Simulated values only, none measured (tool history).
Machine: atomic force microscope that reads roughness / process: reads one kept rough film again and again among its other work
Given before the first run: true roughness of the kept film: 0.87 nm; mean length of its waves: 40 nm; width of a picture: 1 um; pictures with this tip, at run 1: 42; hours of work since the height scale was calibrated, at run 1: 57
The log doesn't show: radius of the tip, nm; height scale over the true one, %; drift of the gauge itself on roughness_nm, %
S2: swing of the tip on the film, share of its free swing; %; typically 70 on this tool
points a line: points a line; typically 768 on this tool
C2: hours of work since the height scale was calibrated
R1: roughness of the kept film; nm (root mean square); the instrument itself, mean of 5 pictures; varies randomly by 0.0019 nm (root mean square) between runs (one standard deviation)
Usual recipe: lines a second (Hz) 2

run 1 hour=0 | lines_a_second_(Hz)=2 S2=70 points_a_line=768 | pictures_with_this_tip=42 C2=57 | R1=0.753
run 2 hour=5.6 | lines_a_second_(Hz)=2 S2=70 points_a_line=768 | pictures_with_this_tip=49 C2=59 | R1=0.751
run 3 hour=13.6 | lines_a_second_(Hz)=2 S2=70 points_a_line=768 | pictures_with_this_tip=59 C2=62 | R1=0.749
run 4 hour=21 | lines_a_second_(Hz)=2 S2=70 points_a_line=768 | pictures_with_this_tip=68 C2=65 | R1=0.745
run 5 hour=27.8 | lines_a_second_(Hz)=2 S2=70 points_a_line=300 | pictures_with_this_tip=77 C2=68 | R1=0.74
run 6 hour=33.2 | lines_a_second_(Hz)=2 S2=70 points_a_line=768 | pictures_with_this_tip=83 C2=70 | R1=0.744
run 7 hour=38 | lines_a_second_(Hz)=2 S2=70 points_a_line=488 | pictures_with_this_tip=89 C2=72 | R1=0.741
-- hour=40.2 new tip fitted
run 8 hour=45 | lines_a_second_(Hz)=2 S2=70 points_a_line=768 | pictures_with_this_tip=6 C2=75 | R1=0.758
run 9 hour=52 | lines_a_second_(Hz)=2 S2=70 points_a_line=768 | pictures_with_this_tip=15 C2=78 | R1=0.758
run 10 hour=61.4 | lines_a_second_(Hz)=2.22 S2=70 points_a_line=768 | pictures_with_this_tip=26 C2=82 | R1=0.745
-- hour=63.2 height scale calibrated on a step standard
run 11 hour=68.7 | lines_a_second_(Hz)=1.05 S2=70 points_a_line=768 | pictures_with_this_tip=34 C2=2 | R1=0.796
run 12 hour=76.3 | lines_a_second_(Hz)=3.01 S2=80 points_a_line=812 | pictures_with_this_tip=43 C2=5 | R1=0.643
run 13 hour=82 | lines_a_second_(Hz)=2.58 S2=62 points_a_line=812 | pictures_with_this_tip=51 C2=8 | R1=0.767
run 14 hour=91 | lines_a_second_(Hz)=1.78 S2=59 points_a_line=405 | pictures_with_this_tip=62 C2=11 | R1=0.794
run 15 hour=94.9 | lines_a_second_(Hz)=0.67 S2=70 points_a_line=311 | pictures_with_this_tip=66 C2=13 | R1=0.803
-- hour=98.3 height scale calibrated on a step standard, once more
run 16 hour=102.3 | lines_a_second_(Hz)=0.66 S2=77 points_a_line=691 | pictures_with_this_tip=74 C2=2 | R1=0.788
run 17 hour=108 | lines_a_second_(Hz)=0.66 S2=77 points_a_line=691 | pictures_with_this_tip=81 C2=4 | R1=0.784
run 18 hour=113.6 | lines_a_second_(Hz)=0.66 S2=72 points_a_line=325 | pictures_with_this_tip=88 C2=6 | R1=0.787
-- hour=115.8 new tip fitted
run 19 hour=121.1 | lines_a_second_(Hz)=0.53 S2=70 points_a_line=367 | pictures_with_this_tip=6 C2=9 | R1=0.818
run 20 hour=129.7 | lines_a_second_(Hz)=2.64 S2=62 points_a_line=367 | pictures_with_this_tip=17 C2=13 | R1=0.77
run 21 hour=137.9 | lines_a_second_(Hz)=0.78 S2=65 points_a_line=302 | pictures_with_this_tip=27 C2=16 | R1=0.814

Alternative continuations, all from the tool just after run 21; predict every row:
run A hour=146.4 | lines_a_second_(Hz)=2 S2=70 points_a_line=944 | pictures_with_this_tip=37 C2=20 | R1=?
run B hour=146.4 | lines_a_second_(Hz)=2.78 S2=70 points_a_line=768 | pictures_with_this_tip=37 C2=20 | R1=?
run C hour=146.4 | lines_a_second_(Hz)=0.78 S2=67 points_a_line=302 | pictures_with_this_tip=37 C2=20 | R1=?

run=A R1=0.752
run=B R1=0.723
run=C R1=0.802
With the hidden condition removed and each run's random variation left untouched, the same runs would have given:
run=A R1=0.762
run=B R1=0.732
run=C R1=0.813

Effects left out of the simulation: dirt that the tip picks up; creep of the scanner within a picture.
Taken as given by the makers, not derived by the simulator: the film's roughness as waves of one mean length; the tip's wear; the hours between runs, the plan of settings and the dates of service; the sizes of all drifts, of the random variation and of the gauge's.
